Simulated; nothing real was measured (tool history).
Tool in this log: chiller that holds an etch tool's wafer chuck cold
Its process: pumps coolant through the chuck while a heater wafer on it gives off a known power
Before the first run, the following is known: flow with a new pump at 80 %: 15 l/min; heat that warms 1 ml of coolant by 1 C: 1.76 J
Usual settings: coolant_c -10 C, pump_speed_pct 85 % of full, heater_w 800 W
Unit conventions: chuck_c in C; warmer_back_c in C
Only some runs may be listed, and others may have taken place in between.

run     day  coolant_c  pump_speed_pct  heater_w  chuck_c  warmer_back_c
  1       0        -10              85       800     -2.8           1.74
  2   1.446        -10              85       800     -2.4           1.71
  3   3.304        -10              85       800     -2.6           1.74
  4   4.233        -10              85       800     -2.8           1.73
  5   5.296        -10              85       800     -2.6           1.69
  6   6.154        -10              85       800     -2.7           1.73
      7.258  -- chiller's thermometer calibrated
  7   7.567        -10              85       800     -2.7           1.74
  8   8.354        -10              85       800     -2.8           1.72
  9   9.546        -10              85       800     -2.6           1.74
 10  10.575        -10              85       800     -2.7           1.71
 11  11.779        -10              85       800     -2.6           1.75
 12  13.517         -8              85       800     -0.7           1.69
 13  14.725        -13              85       800     -5.9           1.73
 14  15.892         -8              85       800     -0.5            1.7
 15    16.9         -6              85      1101      4.1           2.39
 16  18.367        -10              85       925     -1.4           2.01
 17  19.317        -10              85       925     -1.3              2
 18  20.371         -7              85       603     -1.4           1.34
 19  22.246         -7              85       603     -1.4            1.3
 20  23.121         -7              85       603     -1.5           1.33
 21  24.979         -7              85       603     -1.5            1.3
 22  26.571        -18              88      1090     -8.2           2.27
 23  27.904        -18              68      1090     -5.9           2.95
 24  29.246         -7              75       660     -0.3           1.61
 25  30.704         -7              75       520     -1.7           1.26
 26  31.612        -10              85       646     -3.9           1.37
 27  33.075        -10              85       646     -4.1           1.38

Branching from run 27: 3 alternative next runs. What would each branch give?
  A  34.508         -3              95       492        ?              ?
  B  34.508        -10              78       501        ?              ?
  C  34.508        -10              68       810        ?              ?

run  chuck_c  warmer_back_c
  A      1.2           0.93
  B     -5.2            1.2
  C     -0.8           2.19
Without the tool's hidden state the same runs would have given:
run  chuck_c  warmer_back_c
  A      0.9           0.91
  B     -5.5           1.19
  C     -1.5           2.16

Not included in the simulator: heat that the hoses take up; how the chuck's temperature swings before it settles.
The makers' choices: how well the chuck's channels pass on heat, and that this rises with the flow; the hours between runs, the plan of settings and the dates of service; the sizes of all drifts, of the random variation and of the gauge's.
